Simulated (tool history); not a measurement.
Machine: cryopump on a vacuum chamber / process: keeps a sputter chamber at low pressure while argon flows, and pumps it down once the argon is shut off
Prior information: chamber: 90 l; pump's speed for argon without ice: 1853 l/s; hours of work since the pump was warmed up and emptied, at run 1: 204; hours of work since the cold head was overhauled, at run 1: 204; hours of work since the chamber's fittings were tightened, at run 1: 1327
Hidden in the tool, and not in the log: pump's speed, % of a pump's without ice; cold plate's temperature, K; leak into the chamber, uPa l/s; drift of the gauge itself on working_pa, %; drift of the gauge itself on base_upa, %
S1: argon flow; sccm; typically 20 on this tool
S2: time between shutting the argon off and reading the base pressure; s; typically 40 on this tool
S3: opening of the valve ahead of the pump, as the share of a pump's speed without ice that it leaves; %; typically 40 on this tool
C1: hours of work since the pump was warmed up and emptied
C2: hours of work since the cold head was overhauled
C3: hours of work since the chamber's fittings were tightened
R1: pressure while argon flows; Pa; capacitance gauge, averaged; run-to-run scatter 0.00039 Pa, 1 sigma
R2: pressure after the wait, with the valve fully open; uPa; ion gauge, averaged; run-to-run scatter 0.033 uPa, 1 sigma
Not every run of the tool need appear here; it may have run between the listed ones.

Run 1, day 0: usual settings; C1 204; C2 204; C3 1327. Result: R1 0.0468 Pa, R2 2.5 uPa.
Run 2, day 1.021: usual settings; C1 214; C2 214; C3 1337. Result: R1 0.0465 Pa, R2 2.57 uPa.
Run 3, day 1.675: usual settings but S2 21 s; C1 220; C2 220; C3 1343. Result: R1 0.0464 Pa, R2 4.03 uPa.
Run 4, day 2.542: usual settings but S2 21 s; C1 229; C2 229; C3 1352. Result: R1 0.0464 Pa, R2 3.94 uPa.
Run 5, day 3.275: usual settings but S2 76 s; C1 236; C2 236; C3 1359. Result: R1 0.0462 Pa, R2 1.75 uPa.
Run 6, day 4.017: usual settings; C1 243; C2 243; C3 1366. Result: R1 0.0463 Pa, R2 2.48 uPa.
Run 7, day 4.6: usual settings; C1 249; C2 249; C3 1372. Result: R1 0.0467 Pa, R2 2.53 uPa.
Run 8, day 5.525: usual settings; C1 258; C2 258; C3 1381. Result: R1 0.0464 Pa, R2 2.51 uPa.
Run 9, day 6.138: usual settings; C1 264; C2 264; C3 1387. Result: R1 0.0462 Pa, R2 2.59 uPa.
Run 10, day 6.854: usual settings but S1 17 sccm, S2 81 s, S3 18 %; C1 271; C2 271; C3 1393. Result: R1 0.0868 Pa, R2 1.8 uPa.
Run 11, day 7.354: usual settings but S1 19 sccm, S2 21 s, S3 35 %; C1 275; C2 275; C3 1398. Result: R1 0.0508 Pa, R2 4.09 uPa.
Run 12, day 7.883: usual settings but S1 19 sccm, S2 21 s, S3 35 %; C1 281; C2 281; C3 1403. Result: R1 0.0508 Pa, R2 3.89 uPa.
Run 13, day 8.938: usual settings but S1 25 sccm, S2 134 s, S3 59 %; C1 291; C2 291; C3 1414. Result: R1 0.0403 Pa, R2 1.41 uPa.
Run 14, day 9.912: usual settings but S1 22 sccm, S2 36 s; C1 300; C2 300; C3 1423. Result: R1 0.0511 Pa, R2 2.83 uPa.
Run 15, day 10.8: usual settings but S1 29 sccm, S2 36 s; C1 309; C2 309; C3 1432. Result: R1 0.0674 Pa, R2 2.74 uPa.
Run 16, day 11.342: usual settings but S1 29 sccm, S2 36 s, S3 29 %; C1 314; C2 314; C3 1437. Result: R1 0.0928 Pa, R2 2.72 uPa.
Run 17, day 12.05: usual settings but S3 31 %; C1 321; C2 321; C3 1444. Result: R1 0.0604 Pa, R2 2.54 uPa.
Run 18, day 12.612: usual settings but S3 31 %; C1 326; C2 326; C3 1449. Result: R1 0.0602 Pa, R2 2.54 uPa.

Each row is a separate what-if for the run after 18, all from the same tool condition, not one after another. Results?
Run A, day 13.646: usual settings but S3 25 %; C1 336; C2 336; C3 1459. Result: R1 ?, R2 ?.
Run B, day 13.646: usual settings but S2 201 s, S3 48 %; C1 336; C2 336; C3 1459. Result: R1 ?, R2 ?.
Run C, day 13.646: usual settings but S1 18 sccm, S2 66 s, S3 57 %; C1 336; C2 336; C3 1459. Result: R1 ?, R2 ?.
Run D, day 13.646: usual settings but S3 48 %; C1 336; C2 336; C3 1459. Result: R1 ?, R2 ?.
Run E, day 13.646: usual settings but S1 12 sccm, S2 27 s, S3 44 %; C1 336; C2 336; C3 1459. Result: R1 ?, R2 ?.

run      R1    R2
  A  0.0738  2.53
  B  0.0397   1.4
  C  0.0297  1.92
  D  0.0391  2.58
  E  0.0253  3.46
Stripped of hidden state, with their random variation kept, the same runs would have yielded:
run      R1    R2
  A  0.0727  1.71
  B  0.0386  0.53
  C  0.0288   1.1
  D   0.038  1.75
  E  0.0247  2.61

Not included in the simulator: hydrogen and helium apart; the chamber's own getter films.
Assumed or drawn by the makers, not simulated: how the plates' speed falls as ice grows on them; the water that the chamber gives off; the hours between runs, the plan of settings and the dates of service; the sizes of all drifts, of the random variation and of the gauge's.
